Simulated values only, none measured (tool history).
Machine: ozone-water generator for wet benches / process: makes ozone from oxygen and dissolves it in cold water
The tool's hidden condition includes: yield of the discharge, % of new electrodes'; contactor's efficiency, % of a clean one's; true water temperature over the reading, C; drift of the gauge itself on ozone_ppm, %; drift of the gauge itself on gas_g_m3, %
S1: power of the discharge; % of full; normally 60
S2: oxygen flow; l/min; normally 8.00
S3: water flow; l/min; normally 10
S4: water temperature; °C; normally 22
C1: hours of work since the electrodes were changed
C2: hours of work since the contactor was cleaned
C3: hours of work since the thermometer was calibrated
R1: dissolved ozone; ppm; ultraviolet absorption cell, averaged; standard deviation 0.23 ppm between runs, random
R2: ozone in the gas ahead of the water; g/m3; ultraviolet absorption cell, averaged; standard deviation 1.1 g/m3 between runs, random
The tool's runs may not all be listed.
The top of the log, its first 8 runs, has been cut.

run 9 hour=478.4 | S1=60 S2=8.00 S3=10 S4=23 | C1=3026 C2=5055 C3=1360 | R1=33.4 R2=198.3
run 10 hour=524.7 | S1=60 S2=8.00 S3=10 S4=22 | C1=3070 C2=5099 C3=1404 | R1=34.3 R2=196.7
run 11 hour=566.0 | S1=60 S2=8.00 S3=10 S4=22 | C1=3109 C2=5138 C3=1444 | R1=34.0 R2=195.1
run 12 hour=619.2 | S1=60 S2=8.00 S3=10 S4=22 | C1=3160 C2=5189 C3=1494 | R1=33.9 R2=197.1
run 13 hour=682.4 | S1=60 S2=8.00 S3=10 S4=22 | C1=3220 C2=5249 C3=1554 | R1=34.2 R2=196.4
run 14 hour=713.1 | S1=60 S2=8.00 S3=10 S4=22 | C1=3249 C2=5278 C3=1584 | R1=34.5 R2=196.9
-- hour=733.1 contactor cleaned
run 15 hour=783.9 | S1=60 S2=8.00 S3=10 S4=22 | C1=3312 C2=48 C3=1647 | R1=34.0 R2=196.0
run 16 hour=843.0 | S1=60 S2=8.00 S3=10 S4=22 | C1=3369 C2=105 C3=1704 | R1=33.9 R2=195.7
run 17 hour=892.8 | S1=60 S2=8.00 S3=10 S4=22 | C1=3416 C2=152 C3=1751 | R1=34.4 R2=197.0
run 18 hour=967.6 | S1=52 S2=8.00 S3=10 S4=24 | C1=3487 C2=223 C3=1822 | R1=29.1 R2=177.7
run 19 hour=999.5 | S1=60 S2=8.77 S3=11 S4=24 | C1=3518 C2=253 C3=1852 | R1=31.1 R2=193.0
run 20 hour=1055.0 | S1=60 S2=8.77 S3=15 S4=28 | C1=3570 C2=306 C3=1905 | R1=24.0 R2=190.6
run 21 hour=1119.0 | S1=60 S2=7.67 S3=12 S4=22 | C1=3631 C2=367 C3=1966 | R1=31.6 R2=199.3
run 22 hour=1153.4 | S1=60 S2=8.00 S3=11 S4=26 | C1=3664 C2=400 C3=1999 | R1=29.7 R2=195.1
run 23 hour=1205.2 | S1=60 S2=8.00 S3=11 S4=26 | C1=3713 C2=449 C3=2048 | R1=29.7 R2=195.1
run 24 hour=1237.4 | S1=60 S2=8.00 S3=11 S4=26 | C1=3744 C2=480 C3=2079 | R1=29.6 R2=198.6
run 25 hour=1281.2 | S1=54 S2=10.49 S3=11 S4=26 | C1=3786 C2=521 C3=2120 | R1=26.8 R2=167.3
run 26 hour=1340.3 | S1=65 S2=10.73 S3=11 S4=28 | C1=3842 C2=578 C3=2177 | R1=29.1 R2=190.8
run 27 hour=1388.2 | S1=65 S2=11.20 S3=7 S4=28 | C1=3887 C2=623 C3=2222 | R1=34.4 R2=190.3
run 28 hour=1431.5 | S1=60 S2=7.29 S3=15 S4=16 | C1=3929 C2=664 C3=2263 | R1=31.4 R2=201.2
run 29 hour=1494.6 | S1=60 S2=7.29 S3=15 S4=17 | C1=3989 C2=725 C3=2323 | R1=30.4 R2=202.8
run 30 hour=1540.0 | S1=60 S2=8.87 S3=10 S4=14 | C1=4032 C2=768 C3=2367 | R1=41.0 R2=192.3
run 31 hour=1597.2 | S1=82 S2=7.12 S3=11 S4=22 | C1=4086 C2=822 C3=2421 | R1=41.9 R2=262.8
run 32 hour=1666.1 | S1=86 S2=13.42 S3=11 S4=22 | C1=4152 C2=888 C3=2487 | R1=42.2 R2=224.2
run 33 hour=1712.9 | S1=86 S2=13.42 S3=11 S4=22 | C1=4196 C2=932 C3=2531 | R1=42.6 R2=224.5

Forecast each of these 3 alternatives for the next run:
run A hour=1762.9 | S1=95 S2=8.00 S3=8 S4=22 | C1=4244 C2=980 C3=2579 | R1=? R2=?
run B hour=1762.9 | S1=59 S2=4.88 S3=11 S4=22 | C1=4244 C2=980 C3=2579 | R1=? R2=?
run C hour=1762.9 | S1=86 S2=5.61 S3=11 S4=22 | C1=4244 C2=980 C3=2579 | R1=? R2=?

run=A R1=54.3 R2=283.7
run=B R1=32.1 R2=226.9
run=C R1=43.6 R2=290.5
Stripped of hidden state, with their random variation kept, the same runs would have yielded:
run=A R1=54.5 R2=284.2
run=B R1=32.2 R2=227.2
run=C R1=43.7 R2=290.9
